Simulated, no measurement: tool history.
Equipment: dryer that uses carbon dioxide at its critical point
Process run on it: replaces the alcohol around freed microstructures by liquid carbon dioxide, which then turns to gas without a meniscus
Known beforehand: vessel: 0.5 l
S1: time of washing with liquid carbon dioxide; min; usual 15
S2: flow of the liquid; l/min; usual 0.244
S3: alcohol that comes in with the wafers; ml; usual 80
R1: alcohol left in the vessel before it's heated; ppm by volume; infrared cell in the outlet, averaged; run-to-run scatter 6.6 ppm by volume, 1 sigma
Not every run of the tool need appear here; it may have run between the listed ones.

Run 1, hour 0: usual settings. Result: R1 611 ppm by volume.
Run 2, hour 31.1: usual settings but S2 0.349 l/min. Result: R1 171 ppm by volume.
At hour 44.6: purifier's bed changed.
Run 3, hour 90.7: usual settings but S2 0.349 l/min. Result: R1 68 ppm by volume.
Run 4, hour 143.1: usual settings but S1 11 min. Result: R1 2723 ppm by volume.
At hour 179.8: inlet filter changed.
Run 5, hour 196.3: usual settings but S1 11 min. Result: R1 1589 ppm by volume.
Run 6, hour 232.6: usual settings but S1 11 min. Result: R1 1670 ppm by volume.
Run 7, hour 292.1: usual settings but S1 9 min, S2 0.182 l/min. Result: R1 10168 ppm by volume.
Run 8, hour 320.9: usual settings but S1 12 min, S2 0.182 l/min. Result: R1 4172 ppm by volume.
Run 9, hour 379.3: usual settings but S1 22 min, S2 0.335 l/min. Result: R1 44 ppm by volume.
Run 10, hour 434.4: usual settings but S1 22 min, S2 0.335 l/min. Result: R1 50 ppm by volume.
Run 11, hour 462.2: usual settings but S1 11 min, S3 71 ml. Result: R1 1905 ppm by volume.

4 ways to go on from here, each from the tool as it stands after run 11. What would each give?
Run A, hour 497.7: usual settings but S1 10 min, S2 0.289 l/min, S3 53 ml. Result: R1 ?.
Run B, hour 497.7: usual settings but S1 22 min, S2 0.225 l/min, S3 92 ml. Result: R1 ?.
Run C, hour 497.7: usual settings but S1 18 min, S2 0.405 l/min. Result: R1 ?.
Run D, hour 497.7: usual settings but S1 9 min. Result: R1 ?.

run    R1
  A  1083
  B   126
  C    65
  D  4966
What these runs would have given with no unlogged condition in the tool:
run    R1
  A   695
  B    38
  C    10
  D  3651
